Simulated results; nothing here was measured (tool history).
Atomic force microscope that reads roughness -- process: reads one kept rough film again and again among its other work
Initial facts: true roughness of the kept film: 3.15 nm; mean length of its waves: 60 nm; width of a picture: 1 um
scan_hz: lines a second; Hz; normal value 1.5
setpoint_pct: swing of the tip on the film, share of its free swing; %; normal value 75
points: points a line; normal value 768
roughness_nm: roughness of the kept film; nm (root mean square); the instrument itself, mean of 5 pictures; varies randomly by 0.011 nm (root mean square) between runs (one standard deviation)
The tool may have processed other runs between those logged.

run,day,scan_hz,setpoint_pct,points,roughness_nm
1,0,1.5,75,768,2.636
2,0.404,3.31,75,768,2.304
3,0.7,3.31,75,768,2.268
4,1.029,1.5,75,768,2.609
5,1.296,1.5,75,759,2.579
6,1.692,1.5,75,759,2.592
7,2.125,1.5,75,261,2.549
8,2.567,1.5,75,261,2.566
9,3.088,1.5,75,261,2.558
10,3.35,1.5,75,579,2.543
11,3.608,1.5,75,768,2.534
12,3.938,1.5,75,768,2.514
13,4.25,1.5,75,768,2.511
14,4.712,1.95,75,768,2.443
15,5.083,1.95,75,768,2.404
16,5.45,1.95,75,768,2.395
17,5.8,1.95,75,725,2.4
18,6.071,1.95,75,725,2.413
19,6.367,1.95,75,725,2.386
20,6.892,1.95,75,725,2.381
21,7.408,1.5,75,768,2.453
22,7.754,2.09,57,326,2.625
# day 8.079: new tip fitted
23,8.167,1.62,80,448,2.547
24,8.458,1.62,80,448,2.539
25,8.75,1.62,80,448,2.538
26,9.154,1.62,67,382,2.749
27,9.612,0.89,82,518,2.675
28,10.142,0.89,82,518,2.664
29,10.467,0.99,75,949,2.734
30,11,2.06,73,278,2.545
31,11.433,0.9,59,495,2.852
32,11.725,0.9,59,495,2.849
33,12.096,1.5,57,468,2.788
34,12.638,1.5,57,468,2.79
35,13.162,1.5,57,468,2.778
36,13.575,1.5,57,468,2.766
37,14.046,1.5,57,468,2.759
38,14.625,1.63,76,725,2.49
39,15.042,0.52,74,386,2.718
40,15.425,0.52,74,386,2.722
41,15.758,2.4,89,386,1.989

Branching from run 41: 4 alternative next runs. What would each branch give?
A,16.008,2.4,86,580,?
B,16.008,1.33,89,368,?
C,16.008,2.4,83,386,?
D,16.008,2.48,57,386,?

run,roughness_nm
A,2.052
B,2.268
C,2.152
D,2.626
With the hidden condition removed and each run's random variation left untouched, the same runs would have given:
run,roughness_nm
A,2.215
B,2.448
C,2.323
D,2.835
